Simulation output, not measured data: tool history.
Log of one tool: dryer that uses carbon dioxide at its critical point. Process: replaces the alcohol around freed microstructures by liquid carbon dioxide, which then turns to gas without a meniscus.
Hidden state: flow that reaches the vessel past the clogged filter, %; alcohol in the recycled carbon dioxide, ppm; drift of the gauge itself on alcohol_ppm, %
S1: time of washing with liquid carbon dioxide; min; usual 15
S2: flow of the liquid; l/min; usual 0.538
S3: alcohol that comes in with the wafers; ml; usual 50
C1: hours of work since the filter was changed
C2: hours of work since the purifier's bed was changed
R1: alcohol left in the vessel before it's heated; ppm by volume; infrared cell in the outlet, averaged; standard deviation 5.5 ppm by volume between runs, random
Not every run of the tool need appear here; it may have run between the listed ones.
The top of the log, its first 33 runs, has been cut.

| run | day | S1 | S2 | S3 | C1 | C2 | R1 |
|---|---|---|---|---|---|---|---|
| 34 | 14.579 | 21 | 0.345 | 22 | 343 | 365 | 274 |
| 35 | 15.033 | 15 | 0.455 | 50 | 349 | 371 | 688 |
| 36 | 15.658 | 15 | 0.352 | 50 | 356 | 378 | 1765 |
| 37 | 15.933 | 15 | 0.352 | 23 | 360 | 382 | 837 |
| 38 | 16.404 | 10 | 0.549 | 46 | 365 | 387 | 1417 |
| 39 | 16.992 | 21 | 0.825 | 40 | 372 | 394 | 78 |
| 40 | 17.483 | 21 | 0.825 | 40 | 378 | 400 | 82 |
| 41 | 17.983 | 13 | 0.360 | 90 | 384 | 406 | 4548 |
| 42 | 18.421 | 16 | 0.538 | 50 | 389 | 411 | 276 |
| 43 | 18.867 | 16 | 0.538 | 50 | 395 | 417 | 287 |
| 44 | 19.279 | 16 | 0.698 | 50 | 400 | 422 | 128 |
| 45 | 19.712 | 16 | 0.698 | 50 | 405 | 427 | 117 |
| 46 | 20.100 | 17 | 0.698 | 33 | 409 | 431 | 99 |

Branching from run 46: 3 alternative next runs. What would each branch give?
| A | 20.383 | 13 | 0.550 | 50 | 413 | 435 | ? |
| B | 20.383 | 17 | 0.468 | 76 | 413 | 435 | ? |
| C | 20.383 | 10 | 0.696 | 50 | 413 | 435 | ? |

| run | R1 |
|---|---|
| A | 605 |
| B | 560 |
| C | 696 |
What these runs would have given with no unlogged condition in the tool:
| run | R1 |
|---|---|
| A | 294 |
| B | 253 |
| C | 357 |
